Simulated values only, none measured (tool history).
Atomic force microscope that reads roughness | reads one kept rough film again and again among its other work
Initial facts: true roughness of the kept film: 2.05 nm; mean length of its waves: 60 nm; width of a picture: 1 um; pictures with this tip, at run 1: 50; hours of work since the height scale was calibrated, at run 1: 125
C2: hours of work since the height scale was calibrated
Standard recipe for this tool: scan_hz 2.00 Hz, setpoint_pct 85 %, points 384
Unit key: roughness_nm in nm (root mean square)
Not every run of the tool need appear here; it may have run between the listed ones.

run 1 day=0.000 | scan_hz=2.00 setpoint_pct=85 points=384 | pictures_with_this_tip=50 C2=125 | roughness_nm=1.754
run 2 day=0.750 | scan_hz=2.00 setpoint_pct=60 points=384 | pictures_with_this_tip=78 C2=133 | roughness_nm=1.878
run 3 day=1.642 | scan_hz=2.00 setpoint_pct=60 points=384 | pictures_with_this_tip=112 C2=143 | roughness_nm=1.834
run 4 day=2.146 | scan_hz=2.00 setpoint_pct=85 points=260 | pictures_with_this_tip=131 C2=149 | roughness_nm=1.675
-- day=2.825 new tip fitted
run 5 day=2.879 | scan_hz=2.00 setpoint_pct=85 points=384 | pictures_with_this_tip=2 C2=156 | roughness_nm=1.776
run 6 day=3.738 | scan_hz=2.00 setpoint_pct=85 points=803 | pictures_with_this_tip=34 C2=166 | roughness_nm=1.752
run 7 day=4.358 | scan_hz=2.00 setpoint_pct=85 points=354 | pictures_with_this_tip=57 C2=173 | roughness_nm=1.750
run 8 day=5.012 | scan_hz=2.00 setpoint_pct=85 points=354 | pictures_with_this_tip=82 C2=180 | roughness_nm=1.725
run 9 day=5.804 | scan_hz=2.00 setpoint_pct=85 points=384 | pictures_with_this_tip=112 C2=189 | roughness_nm=1.698
run 10 day=6.425 | scan_hz=2.00 setpoint_pct=85 points=384 | pictures_with_this_tip=136 C2=196 | roughness_nm=1.660
run 11 day=6.938 | scan_hz=2.00 setpoint_pct=85 points=384 | pictures_with_this_tip=155 C2=201 | roughness_nm=1.658
-- day=7.004 new tip fitted
run 12 day=7.846 | scan_hz=2.00 setpoint_pct=85 points=384 | pictures_with_this_tip=31 C2=211 | roughness_nm=1.744
run 13 day=8.617 | scan_hz=2.00 setpoint_pct=85 points=384 | pictures_with_this_tip=60 C2=220 | roughness_nm=1.732
run 14 day=8.988 | scan_hz=2.00 setpoint_pct=85 points=384 | pictures_with_this_tip=75 C2=224 | roughness_nm=1.726
run 15 day=9.450 | scan_hz=2.00 setpoint_pct=85 points=925 | pictures_with_this_tip=92 C2=229 | roughness_nm=1.711
run 16 day=10.167 | scan_hz=0.91 setpoint_pct=85 points=910 | pictures_with_this_tip=119 C2=237 | roughness_nm=1.789
run 17 day=11.058 | scan_hz=0.91 setpoint_pct=85 points=910 | pictures_with_this_tip=153 C2=247 | roughness_nm=1.770
-- day=11.188 new tip fitted
run 18 day=11.921 | scan_hz=1.66 setpoint_pct=61 points=910 | pictures_with_this_tip=28 C2=256 | roughness_nm=1.935
run 19 day=12.642 | scan_hz=1.66 setpoint_pct=61 points=910 | pictures_with_this_tip=55 C2=264 | roughness_nm=1.901
run 20 day=13.129 | scan_hz=3.62 setpoint_pct=85 points=577 | pictures_with_this_tip=73 C2=269 | roughness_nm=1.591
run 21 day=13.962 | scan_hz=3.62 setpoint_pct=85 points=577 | pictures_with_this_tip=105 C2=279 | roughness_nm=1.566
run 22 day=14.658 | scan_hz=0.96 setpoint_pct=67 points=491 | pictures_with_this_tip=131 C2=286 | roughness_nm=1.837
-- day=15.408 new tip fitted
run 23 day=15.517 | scan_hz=2.21 setpoint_pct=65 points=372 | pictures_with_this_tip=5 C2=296 | roughness_nm=1.901
run 24 day=15.942 | scan_hz=2.00 setpoint_pct=57 points=871 | pictures_with_this_tip=21 C2=300 | roughness_nm=1.938
run 25 day=16.796 | scan_hz=2.00 setpoint_pct=57 points=871 | pictures_with_this_tip=53 C2=310 | roughness_nm=1.908
run 26 day=17.642 | scan_hz=2.00 setpoint_pct=57 points=871 | pictures_with_this_tip=85 C2=319 | roughness_nm=1.875
run 27 day=18.175 | scan_hz=1.29 setpoint_pct=85 points=1013 | pictures_with_this_tip=105 C2=325 | roughness_nm=1.779
run 28 day=18.775 | scan_hz=1.33 setpoint_pct=73 points=276 | pictures_with_this_tip=128 C2=332 | roughness_nm=1.791
-- day=19.571 new tip fitted
run 29 day=19.638 | scan_hz=1.33 setpoint_pct=73 points=276 | pictures_with_this_tip=2 C2=341 | roughness_nm=1.906

What if the next run were any one of these 5? Each begins from the tool's condition after run 29:
run A day=20.454 | scan_hz=1.17 setpoint_pct=89 points=331 | pictures_with_this_tip=33 C2=350 | roughness_nm=?
run B day=20.454 | scan_hz=2.49 setpoint_pct=85 points=384 | pictures_with_this_tip=33 C2=350 | roughness_nm=?
run C day=20.454 | scan_hz=2.00 setpoint_pct=61 points=836 | pictures_with_this_tip=33 C2=350 | roughness_nm=?
run D day=20.454 | scan_hz=0.78 setpoint_pct=66 points=639 | pictures_with_this_tip=33 C2=350 | roughness_nm=?
run E day=20.454 | scan_hz=2.30 setpoint_pct=58 points=276 | pictures_with_this_tip=33 C2=350 | roughness_nm=?

run=A roughness_nm=1.803
run=B roughness_nm=1.706
run=C roughness_nm=1.911
run=D roughness_nm=1.908
run=E roughness_nm=1.886
With the hidden condition removed and each run's random variation left untouched, the same runs would have given:
run=A roughness_nm=1.837
run=B roughness_nm=1.739
run=C roughness_nm=1.947
run=D roughness_nm=1.945
run=E roughness_nm=1.922
